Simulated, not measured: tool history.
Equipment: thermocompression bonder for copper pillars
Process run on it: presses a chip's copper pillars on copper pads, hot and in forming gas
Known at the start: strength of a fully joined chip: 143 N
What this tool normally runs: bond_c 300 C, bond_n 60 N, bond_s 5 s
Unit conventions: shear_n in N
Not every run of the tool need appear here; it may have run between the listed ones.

| run | hour | bond_c | bond_n | bond_s | shear_n |
|---|---|---|---|---|---|
| 1 | 0.0 | 300 | 60 | 5 | 87.9 |
| 2 | 19.0 | 300 | 60 | 5 | 88.3 |
| 3 | 46.8 | 285 | 60 | 5 | 72.6 |
| 4 | 76.4 | 300 | 54 | 5 | 83.4 |
|  | 84.1 | forming gas filter changed |
| 5 | 97.0 | 300 | 54 | 5 | 84.3 |
| 6 | 126.1 | 300 | 54 | 5 | 83.9 |
| 7 | 147.6 | 300 | 54 | 5 | 84.8 |
| 8 | 178.9 | 300 | 54 | 5 | 84.6 |
| 9 | 203.4 | 300 | 54 | 5 | 84.1 |
| 10 | 218.2 | 300 | 54 | 5 | 84.5 |
| 11 | 242.7 | 300 | 54 | 5 | 83.9 |
| 12 | 261.6 | 300 | 48 | 5 | 80.1 |
| 13 | 276.8 | 300 | 48 | 3 | 67.6 |
| 14 | 306.0 | 305 | 60 | 5 | 93.5 |
| 15 | 341.3 | 305 | 60 | 5 | 92.9 |
| 16 | 367.9 | 305 | 60 | 5 | 93.0 |
| 17 | 388.8 | 305 | 60 | 5 | 92.4 |
| 18 | 416.8 | 300 | 60 | 5 | 88.5 |
| 19 | 451.7 | 300 | 45 | 5 | 77.5 |
| 20 | 466.0 | 300 | 45 | 5 | 78.5 |
| 21 | 491.2 | 297 | 40 | 3 | 59.1 |
| 22 | 511.6 | 297 | 36 | 4 | 62.5 |
| 23 | 538.3 | 306 | 60 | 3 | 80.7 |
| 24 | 569.5 | 300 | 47 | 5 | 79.1 |
| 25 | 591.8 | 300 | 47 | 5 | 78.9 |
| 26 | 609.3 | 327 | 42 | 13 | 124.3 |
| 27 | 639.9 | 297 | 42 | 5 | 72.5 |
| 28 | 668.6 | 311 | 71 | 5 | 104.9 |
| 29 | 698.2 | 309 | 45 | 5 | 86.5 |
| 30 | 728.9 | 318 | 75 | 5 | 113.7 |
|  | 747.4 | forming gas filter changed |
| 31 | 747.4 | 326 | 65 | 5 | 115.4 |
| 32 | 767.1 | 281 | 65 | 5 | 71.2 |
| 33 | 786.8 | 283 | 48 | 9 | 77.4 |
|  | 799.4 | heater calibrated with a thermocouple chip |
| 34 | 811.8 | 300 | 60 | 11 | 107.5 |
| 35 | 833.4 | 300 | 62 | 5 | 88.8 |
| 36 | 858.1 | 300 | 56 | 14 | 111.9 |
| 37 | 882.4 | 300 | 56 | 14 | 111.7 |

Expected results for the next run?
| 38 | 897.6 | 300 | 56 | 10 | ? |

shear_n: 103.6 N
Had the tool carried no hidden state, the very same run would have given shear_n 103.6 N.

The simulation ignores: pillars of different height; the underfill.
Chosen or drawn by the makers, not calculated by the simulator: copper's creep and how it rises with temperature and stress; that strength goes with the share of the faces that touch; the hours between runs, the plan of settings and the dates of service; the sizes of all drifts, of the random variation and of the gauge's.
